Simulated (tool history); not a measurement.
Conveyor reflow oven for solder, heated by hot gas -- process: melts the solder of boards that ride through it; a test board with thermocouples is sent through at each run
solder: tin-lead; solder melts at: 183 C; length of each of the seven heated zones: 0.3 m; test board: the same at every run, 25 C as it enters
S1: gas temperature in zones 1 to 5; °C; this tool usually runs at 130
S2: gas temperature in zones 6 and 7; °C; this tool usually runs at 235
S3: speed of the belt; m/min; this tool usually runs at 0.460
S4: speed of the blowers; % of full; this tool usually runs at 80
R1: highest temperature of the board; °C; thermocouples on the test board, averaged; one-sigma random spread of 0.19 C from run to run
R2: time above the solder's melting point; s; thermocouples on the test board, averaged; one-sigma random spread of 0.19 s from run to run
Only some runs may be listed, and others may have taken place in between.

run 1 hour=0.0 | S1=130 S2=235 S3=0.460 S4=80 | R1=217.0 R2=56.1
run 2 hour=5.0 | S1=130 S2=235 S3=0.460 S4=80 | R1=217.3 R2=56.2
run 3 hour=9.4 | S1=130 S2=223 S3=0.460 S4=80 | R1=206.2 R2=46.2
run 4 hour=19.4 | S1=130 S2=235 S3=0.460 S4=86 | R1=218.3 R2=56.7
run 5 hour=25.0 | S1=130 S2=235 S3=0.460 S4=86 | R1=217.8 R2=56.8
run 6 hour=30.8 | S1=130 S2=235 S3=0.460 S4=86 | R1=217.7 R2=56.7
run 7 hour=35.6 | S1=130 S2=235 S3=0.460 S4=86 | R1=217.8 R2=56.9
run 8 hour=45.7 | S1=130 S2=235 S3=0.460 S4=86 | R1=217.7 R2=56.7
run 9 hour=56.4 | S1=130 S2=236 S3=0.460 S4=80 | R1=217.5 R2=56.6
run 10 hour=64.0 | S1=130 S2=235 S3=0.460 S4=80 | R1=216.8 R2=55.4
run 11 hour=71.1 | S1=130 S2=235 S3=0.460 S4=80 | R1=216.5 R2=55.4
run 12 hour=81.6 | S1=130 S2=235 S3=0.460 S4=53 | R1=211.6 R2=49.9
-- hour=87.2 flux residue cleaned out of gas plates and filters
run 13 hour=97.2 | S1=130 S2=235 S3=0.460 S4=88 | R1=217.2 R2=56.2
run 14 hour=102.6 | S1=130 S2=235 S3=0.460 S4=88 | R1=217.2 R2=56.3
run 15 hour=113.4 | S1=130 S2=235 S3=0.460 S4=88 | R1=217.0 R2=56.1
run 16 hour=119.2 | S1=120 S2=236 S3=0.546 S4=88 | R1=209.3 R2=37.2
run 17 hour=128.4 | S1=134 S2=226 S3=0.550 S4=88 | R1=204.3 R2=35.6
run 18 hour=137.4 | S1=134 S2=226 S3=0.550 S4=88 | R1=203.7 R2=35.6
run 19 hour=141.9 | S1=123 S2=224 S3=0.427 S4=60 | R1=204.3 R2=44.3
-- hour=151.9 flux residue cleaned out of gas plates and filters, once more
run 20 hour=153.4 | S1=143 S2=235 S3=0.460 S4=73 | R1=218.4 R2=61.3
run 21 hour=159.0 | S1=143 S2=235 S3=0.460 S4=73 | R1=218.5 R2=62.1
run 22 hour=167.5 | S1=143 S2=235 S3=0.460 S4=73 | R1=218.7 R2=61.9
run 23 hour=173.5 | S1=117 S2=224 S3=0.481 S4=75 | R1=202.4 R2=36.0
run 24 hour=178.2 | S1=117 S2=233 S3=0.390 S4=75 | R1=218.1 R2=63.9
run 25 hour=187.5 | S1=117 S2=233 S3=0.390 S4=75 | R1=217.8 R2=63.4
run 26 hour=192.3 | S1=117 S2=233 S3=0.390 S4=75 | R1=217.9 R2=63.7
run 27 hour=198.0 | S1=117 S2=233 S3=0.390 S4=75 | R1=217.7 R2=63.6
run 28 hour=204.5 | S1=117 S2=233 S3=0.390 S4=75 | R1=217.7 R2=63.7
run 29 hour=210.4 | S1=130 S2=233 S3=0.461 S4=75 | R1=213.6 R2=53.5
run 30 hour=216.6 | S1=124 S2=235 S3=0.400 S4=68 | R1=218.4 R2=64.5

Branching from run 30: 3 alternative next runs. What would each branch give?
run A hour=225.8 | S1=122 S2=235 S3=0.460 S4=83 | R1=? R2=?
run B hour=225.8 | S1=130 S2=235 S3=0.460 S4=80 | R1=? R2=?
run C hour=225.8 | S1=124 S2=232 S3=0.469 S4=80 | R1=? R2=?

run=A R1=215.9 R2=52.4
run=B R1=216.6 R2=55.6
run=C R1=212.4 R2=48.8
Stripped of hidden state, with their random variation kept, the same runs would have yielded:
run=A R1=216.8 R2=52.9
run=B R1=217.4 R2=56.0
run=C R1=213.3 R2=49.4

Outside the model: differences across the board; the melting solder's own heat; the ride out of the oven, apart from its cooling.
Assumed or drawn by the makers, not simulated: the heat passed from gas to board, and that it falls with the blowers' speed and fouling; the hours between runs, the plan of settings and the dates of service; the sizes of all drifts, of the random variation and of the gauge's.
